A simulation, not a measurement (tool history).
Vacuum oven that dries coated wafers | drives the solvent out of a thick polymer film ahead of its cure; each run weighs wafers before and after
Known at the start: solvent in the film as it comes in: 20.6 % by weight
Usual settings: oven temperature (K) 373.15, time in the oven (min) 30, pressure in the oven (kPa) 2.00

Run 1, hour 0.0: usual settings. Result: solvent left in the film (%) 3.21.
Run 2, hour 27.1: usual settings. Result: solvent left in the film (%) 3.24.
Run 3, hour 81.2: usual settings. Result: solvent left in the film (%) 3.23.
Run 4, hour 121.9: usual settings. Result: solvent left in the film (%) 3.22.
Run 5, hour 152.3: usual settings. Result: solvent left in the film (%) 3.20.
Run 6, hour 209.5: usual settings but time in the oven (min) 22, pressure in the oven (kPa) 2.52. Result: solvent left in the film (%) 4.53.
Run 7, hour 266.0: usual settings but oven temperature (K) 362.15, time in the oven (min) 18, pressure in the oven (kPa) 3.91. Result: solvent left in the film (%) 10.48.
Run 8, hour 300.6: usual settings but oven temperature (K) 367.15, time in the oven (min) 33, pressure in the oven (kPa) 3.84. Result: solvent left in the film (%) 6.77.
Run 9, hour 339.2: usual settings but oven temperature (K) 367.15, time in the oven (min) 33, pressure in the oven (kPa) 3.84. Result: solvent left in the film (%) 6.85.
Run 10, hour 390.0: usual settings but time in the oven (min) 48, pressure in the oven (kPa) 1.66. Result: solvent left in the film (%) 2.39.

Some steps in solvent left in the film (%) between neighbouring runs. How much of each would the tool show without its hidden state too (settings, what came in, random variation), and how much is left for the hidden state, with any gauge scatter that isn't in both results?
The hidden state here: true wafer temperature over the reading, C; true pressure over the reading, kPa; drift of the gauge itself on solvent_pct, %.
Run 6 -> 7: oven temperature (K) 373.15 -> 362.15, time in the oven (min) 22 -> 18, pressure in the oven (kPa) 2.52 -> 3.91. solvent left in the film (%) +5.95: hidden state -0.09, all else +6.04.
Run 9 -> 10: oven temperature (K) 367.15 -> 373.15, time in the oven (min) 33 -> 48, pressure in the oven (kPa) 3.84 -> 1.66. solvent left in the film (%) -4.46: hidden state +0.19, all else -4.65.
